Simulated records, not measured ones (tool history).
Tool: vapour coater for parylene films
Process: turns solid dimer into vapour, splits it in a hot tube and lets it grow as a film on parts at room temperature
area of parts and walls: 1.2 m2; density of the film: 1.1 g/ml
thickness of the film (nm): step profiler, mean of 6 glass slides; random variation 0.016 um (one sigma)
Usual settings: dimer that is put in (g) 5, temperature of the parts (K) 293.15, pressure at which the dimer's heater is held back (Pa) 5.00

run   hour  dimer that is put in (g)  temperature of the parts (K)  pressure at which the dimer's heater is held back (Pa)  thickness of the film (nm)
  1    0.0                         5                        293.15                                                    5.00                        2390
  2   59.4                         5                        293.15                                                    5.00                        2390
  3  113.3                         5                        293.15                                                    5.00                        2350
  4  162.9                         5                        293.15                                                    5.00                        2340
  5  217.4                         5                        293.15                                                    5.00                        2340
  6  256.4                         5                        293.15                                                    5.00                        2360
  7  284.9                         5                        293.15                                                    5.00                        2380
  8  334.4                         5                        293.15                                                    5.00                        2360
  9  362.7                         5                        293.15                                                    3.60                        2510
 10  416.5                         5                        293.15                                                    3.60                        2510
 11  480.1                         5                        299.15                                                    3.23                        2190
 12  512.7                         5                        299.15                                                    9.34                        1780
 13  573.5                         5                        299.15                                                    9.34                        1770
 14  631.2                         5                        299.15                                                    9.34                        1800
 15  685.9                         2                        291.15                                                    2.40                        1140
 16  728.4                         5                        303.15                                                    2.40                        2040
     746.4  -- table's thermometer calibrated
 17  760.8                         4                        292.15                                                    5.00                        1940
 18  819.7                         4                        292.15                                                    5.00                        1950

5 ways to go on from here, each from the tool as it stands after run 18. What would each give?
  A  859.4                         7                        292.15                                                    4.64                           ?
  B  859.4                         4                        293.15                                                    5.00                           ?
  C  859.4                         9                        294.15                                                   10.66                           ?
  D  859.4                         4                        304.15                                                    4.40                           ?
  E  859.4                         5                        293.15                                                    7.11                           ?

run  thickness of the film (nm)
  A                        3460
  B                        1890
  C                        3590
  D                        1430
  E                        2180
Without the tool's hidden state the same runs would have given:
run  thickness of the film (nm)
  A                        3470
  B                        1900
  C                        3600
  D                        1430
  E                        2190
